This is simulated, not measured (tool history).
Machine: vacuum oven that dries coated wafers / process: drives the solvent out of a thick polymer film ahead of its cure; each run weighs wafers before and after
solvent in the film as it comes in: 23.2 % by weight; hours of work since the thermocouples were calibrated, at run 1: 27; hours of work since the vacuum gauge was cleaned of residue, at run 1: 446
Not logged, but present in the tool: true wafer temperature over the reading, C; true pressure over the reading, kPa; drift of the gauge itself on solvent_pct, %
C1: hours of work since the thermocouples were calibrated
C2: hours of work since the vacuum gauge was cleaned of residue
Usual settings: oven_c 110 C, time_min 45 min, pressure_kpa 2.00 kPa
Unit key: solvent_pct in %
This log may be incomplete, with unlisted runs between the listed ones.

{"run": 1, "hour": 0.0, "oven_c": 110, "time_min": 45, "pressure_kpa": 2.0, "C1": 27, "C2": 446, "solvent_pct": 2.09}
{"run": 2, "hour": 26.5, "oven_c": 110, "time_min": 45, "pressure_kpa": 2.0, "C1": 39, "C2": 458, "solvent_pct": 2.17}
{"run": 3, "hour": 43.0, "oven_c": 104, "time_min": 45, "pressure_kpa": 2.0, "C1": 47, "C2": 465, "solvent_pct": 3.29}
{"run": 4, "hour": 72.5, "oven_c": 104, "time_min": 45, "pressure_kpa": 2.0, "C1": 60, "C2": 479, "solvent_pct": 3.24}
{"run": 5, "hour": 104.3, "oven_c": 104, "time_min": 45, "pressure_kpa": 5.13, "C1": 75, "C2": 494, "solvent_pct": 5.19}
{"run": 6, "hour": 119.7, "oven_c": 110, "time_min": 45, "pressure_kpa": 2.0, "C1": 82, "C2": 501, "solvent_pct": 2.12}
{"run": 7, "hour": 142.7, "oven_c": 110, "time_min": 45, "pressure_kpa": 2.0, "C1": 93, "C2": 511, "solvent_pct": 2.12}
{"hour": 146.7, "done": "vacuum gauge cleaned of residue and calibrated"}
{"run": 8, "hour": 167.2, "oven_c": 110, "time_min": 45, "pressure_kpa": 2.0, "C1": 103, "C2": 9, "solvent_pct": 2.24}
{"run": 9, "hour": 187.5, "oven_c": 110, "time_min": 45, "pressure_kpa": 2.0, "C1": 112, "C2": 19, "solvent_pct": 2.26}
{"run": 10, "hour": 215.7, "oven_c": 115, "time_min": 46, "pressure_kpa": 2.0, "C1": 125, "C2": 32, "solvent_pct": 1.5}
{"run": 11, "hour": 231.1, "oven_c": 112, "time_min": 51, "pressure_kpa": 2.0, "C1": 132, "C2": 39, "solvent_pct": 1.68}
{"run": 12, "hour": 252.4, "oven_c": 119, "time_min": 81, "pressure_kpa": 6.63, "C1": 142, "C2": 49, "solvent_pct": 2.82}
{"hour": 269.5, "done": "vacuum gauge cleaned of residue and calibrated, once more"}
{"run": 13, "hour": 274.8, "oven_c": 119, "time_min": 81, "pressure_kpa": 6.63, "C1": 152, "C2": 2, "solvent_pct": 2.67}
{"run": 14, "hour": 291.5, "oven_c": 116, "time_min": 26, "pressure_kpa": 2.46, "C1": 160, "C2": 10, "solvent_pct": 3.16}
{"run": 15, "hour": 307.6, "oven_c": 118, "time_min": 26, "pressure_kpa": 2.32, "C1": 167, "C2": 18, "solvent_pct": 2.64}
{"run": 16, "hour": 322.3, "oven_c": 100, "time_min": 31, "pressure_kpa": 2.32, "C1": 174, "C2": 24, "solvent_pct": 6.28}
{"run": 17, "hour": 351.6, "oven_c": 114, "time_min": 31, "pressure_kpa": 2.32, "C1": 187, "C2": 38, "solvent_pct": 2.77}

Run 18 has not been measured yet. What should we expect?
{"run": 18, "hour": 386.4, "oven_c": 114, "time_min": 31, "pressure_kpa": 2.32, "C1": 203, "C2": 54, "solvent_pct": "?"}

Run 18 gave solvent_pct 2.73 %.
On a tool with no hidden condition, and with the same random variation, this run would have come out at solvent_pct 2.66 %.
